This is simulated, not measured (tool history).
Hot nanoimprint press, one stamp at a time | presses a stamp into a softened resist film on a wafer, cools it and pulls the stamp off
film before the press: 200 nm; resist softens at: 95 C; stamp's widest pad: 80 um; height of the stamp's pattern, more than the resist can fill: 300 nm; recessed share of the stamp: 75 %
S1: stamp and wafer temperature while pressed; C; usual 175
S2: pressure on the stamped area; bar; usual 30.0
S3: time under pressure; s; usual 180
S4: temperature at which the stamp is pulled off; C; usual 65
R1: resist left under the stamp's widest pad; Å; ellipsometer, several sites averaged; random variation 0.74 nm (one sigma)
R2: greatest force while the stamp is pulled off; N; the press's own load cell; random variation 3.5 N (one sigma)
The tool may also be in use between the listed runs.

run     day   S1    S2   S3  S4    R1   R2
  1   0.000  175  30.0  180  65  1211  229
  2   1.150  175  30.0  180  65  1214  236
  3   2.650  175  30.0  180  65  1232  232
  4   4.012  175  30.0  180  65  1223  243
  5   5.679  175  30.0  180  53  1232  275
      6.075  -- stamp cleaned and given a new release coat
  6   7.517  175  30.0  180  53  1244  196
  7   8.783  175  30.0  180  53  1234  198
  8  10.533  175  30.0  180  65  1238  188
  9  11.500  165  30.0  180  65  1562  187
     12.692  -- plate thermocouple calibrated
 10  13.204  175  30.0  180  65  1231  197
 11  14.154  175  30.0  180  65  1224  198
 12  15.992  175  30.0  180  65  1225  210
 13  17.625  175  30.0  180  65  1227  209
 14  18.650  175  30.0  180  65  1226  206
 15  19.842  175  30.0  180  65  1225  220
 16  21.421  173  30.0  177  52  1296  252
 17  22.192  173  22.8  284  52  1239  255
 18  23.333  175  30.0  180  54  1245  257
 19  24.825  175  30.0  180  54  1228  276
 20  26.142  175  30.0  180  73  1256  222
     26.742  -- plate thermocouple calibrated
 21  27.100  175  30.3  180  59  1213  261
 22  28.158  165  30.7  180  59  1533  266
     29.012  -- stamp cleaned and given a new release coat
 23  30.092  172  45.2  180  71  1161  160
 24  31.212  165  30.0  148  59  1606  189
 25  32.904  165  30.0  148  59  1613  194
     33.392  -- press's hydraulic seals changed and the load cell set to zero
 26  34.317  165  30.0  148  59  1576  199
 27  35.196  175  31.0  186  65  1178  196
 28  36.379  175  31.0  186  65  1178  190
 29  37.333  175  31.0  186  65  1194  202

Forecast each of these 3 alternatives for the next run:
  A  38.383  175  31.0  186  73   ?   ?
  B  38.383  176  30.0  180  65   ?   ?
  C  38.383  165  31.0  186  65   ?   ?

run    R1   R2
  A  1194  184
  B  1183  205
  C  1512  200
Without the tool's hidden state the same runs would have given:
run    R1   R2
  A  1172  154
  B  1162  172
  C  1491  168
